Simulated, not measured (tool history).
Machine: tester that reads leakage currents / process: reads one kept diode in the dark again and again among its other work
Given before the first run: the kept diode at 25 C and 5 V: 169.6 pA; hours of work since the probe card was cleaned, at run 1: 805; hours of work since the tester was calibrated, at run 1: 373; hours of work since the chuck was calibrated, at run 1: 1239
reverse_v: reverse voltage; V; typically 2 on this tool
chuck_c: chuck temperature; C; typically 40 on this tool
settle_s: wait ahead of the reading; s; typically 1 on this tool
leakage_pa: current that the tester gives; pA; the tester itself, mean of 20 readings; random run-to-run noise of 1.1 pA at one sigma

run   hour  reverse_v  chuck_c  settle_s  hours of work since the probe card was cleaned  hours of work since the tester was calibrated  hours of work since the chuck was calibrated  leakage_pa
  1      0          2       40         1                                             805                                            373                                          1239      379.54
  2   73.3          2       40         1                                             861                                            429                                          1295      380.33
  3  151.1          2       40         1                                             921                                            489                                          1355       383.4
  4  234.4          2       40         1                                             985                                            553                                          1419      383.67
  5  333.7          2       40         1                                            1061                                            629                                          1495      384.22
  6  419.4          2       40         1                                            1127                                            695                                          1561      386.91
  7  462.1          2       40         1                                            1159                                            727                                          1593      385.12
  8  556.9       1.22       36      0.35                                            1232                                            800                                          1666      239.18
  9  653.2      16.13       28      6.93                                            1306                                            874                                          1740      369.29
 10  700.2       6.75       30      3.09                                            1342                                            910                                          1776      305.16
 11  770.3          2       40       7.1                                            1396                                            964                                          1830      391.21

Measured result minus the same run's result without the hidden state. Both carry the same run-to-run variation, though not necessarily the same gauge scatter:
Hidden conditions of the tool in this case: stray current of the dirty probe card, pA a volt; current scale over the true one, %; true chuck temperature over the reading, C; drift of the gauge itself on leakage_pa, %.
run  leakage_pa
  1         +15
  2       +15.8
  3      +16.78
  4      +17.61
  5      +18.69
  6      +19.67
  7      +20.02
  8       +13.3
  9      +28.74
 10      +21.14
 11      +23.57

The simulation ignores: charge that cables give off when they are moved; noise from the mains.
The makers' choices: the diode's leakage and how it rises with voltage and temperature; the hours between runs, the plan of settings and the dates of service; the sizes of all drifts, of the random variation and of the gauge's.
